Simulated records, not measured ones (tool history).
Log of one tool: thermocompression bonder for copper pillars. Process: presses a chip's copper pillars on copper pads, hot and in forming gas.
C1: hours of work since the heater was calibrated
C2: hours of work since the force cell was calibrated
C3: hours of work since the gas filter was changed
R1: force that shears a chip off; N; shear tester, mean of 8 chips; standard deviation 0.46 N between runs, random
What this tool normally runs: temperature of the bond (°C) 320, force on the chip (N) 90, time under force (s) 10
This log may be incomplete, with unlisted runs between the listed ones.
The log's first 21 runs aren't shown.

-- hour=280.9 force cell calibrated, once more
run 22 hour=288.4 | temperature_of_the_bond_(°C)=322 force_on_the_chip_(N)=127 time_under_force_(s)=6 | C1=845 C2=3 C3=151 | R1=76.2
run 23 hour=306.3 | temperature_of_the_bond_(°C)=293 force_on_the_chip_(N)=119 time_under_force_(s)=11 | C1=853 C2=12 C3=159 | R1=69.3
-- hour=314.1 heater calibrated with a thermocouple chip
run 24 hour=325.0 | temperature_of_the_bond_(°C)=297 force_on_the_chip_(N)=92 time_under_force_(s)=10 | C1=5 C2=19 C3=167 | R1=62.1
run 25 hour=340.6 | temperature_of_the_bond_(°C)=320 force_on_the_chip_(N)=86 time_under_force_(s)=5 | C1=12 C2=26 C3=174 | R1=58.5
run 26 hour=354.2 | temperature_of_the_bond_(°C)=316 force_on_the_chip_(N)=87 time_under_force_(s)=16 | C1=18 C2=33 C3=180 | R1=78.5
run 27 hour=366.7 | temperature_of_the_bond_(°C)=304 force_on_the_chip_(N)=74 time_under_force_(s)=20 | C1=24 C2=38 C3=186 | R1=70.2
run 28 hour=374.6 | temperature_of_the_bond_(°C)=304 force_on_the_chip_(N)=74 time_under_force_(s)=20 | C1=28 C2=42 C3=189 | R1=69.5
run 29 hour=385.4 | temperature_of_the_bond_(°C)=304 force_on_the_chip_(N)=74 time_under_force_(s)=20 | C1=33 C2=47 C3=194 | R1=69.5
run 30 hour=395.6 | temperature_of_the_bond_(°C)=292 force_on_the_chip_(N)=87 time_under_force_(s)=27 | C1=37 C2=52 C3=199 | R1=75.2
run 31 hour=403.9 | temperature_of_the_bond_(°C)=318 force_on_the_chip_(N)=87 time_under_force_(s)=25 | C1=41 C2=55 C3=203 | R1=87.8
run 32 hour=418.8 | temperature_of_the_bond_(°C)=316 force_on_the_chip_(N)=79 time_under_force_(s)=28 | C1=48 C2=62 C3=210 | R1=85.8
run 33 hour=433.2 | temperature_of_the_bond_(°C)=316 force_on_the_chip_(N)=79 time_under_force_(s)=28 | C1=55 C2=69 C3=216 | R1=85.6
run 34 hour=447.6 | temperature_of_the_bond_(°C)=298 force_on_the_chip_(N)=98 time_under_force_(s)=5 | C1=61 C2=76 C3=223 | R1=51.5
run 35 hour=464.4 | temperature_of_the_bond_(°C)=298 force_on_the_chip_(N)=98 time_under_force_(s)=5 | C1=69 C2=83 C3=231 | R1=51.6
run 36 hour=480.8 | temperature_of_the_bond_(°C)=298 force_on_the_chip_(N)=98 time_under_force_(s)=5 | C1=76 C2=91 C3=238 | R1=51.0
run 37 hour=494.0 | temperature_of_the_bond_(°C)=312 force_on_the_chip_(N)=90 time_under_force_(s)=10 | C1=82 C2=97 C3=244 | R1=67.7
run 38 hour=503.4 | temperature_of_the_bond_(°C)=312 force_on_the_chip_(N)=90 time_under_force_(s)=10 | C1=87 C2=101 C3=248 | R1=67.9
run 39 hour=518.0 | temperature_of_the_bond_(°C)=312 force_on_the_chip_(N)=90 time_under_force_(s)=10 | C1=94 C2=108 C3=255 | R1=68.0
run 40 hour=534.1 | temperature_of_the_bond_(°C)=323 force_on_the_chip_(N)=113 time_under_force_(s)=10 | C1=101 C2=115 C3=263 | R1=83.9

Each row is a separate what-if for the run after 40, all from the same tool condition, not one after another. Results?
run A hour=549.4 | temperature_of_the_bond_(°C)=323 force_on_the_chip_(N)=113 time_under_force_(s)=23 | C1=108 C2=122 C3=269 | R1=?
run B hour=549.4 | temperature_of_the_bond_(°C)=295 force_on_the_chip_(N)=99 time_under_force_(s)=14 | C1=108 C2=122 C3=269 | R1=?
run C hour=549.4 | temperature_of_the_bond_(°C)=296 force_on_the_chip_(N)=67 time_under_force_(s)=10 | C1=108 C2=122 C3=269 | R1=?

run=A R1=96.4
run=B R1=69.5
run=C R1=47.8
Without the tool's hidden state the same runs would have given:
run=A R1=100.6
run=B R1=72.8
run=C R1=50.1
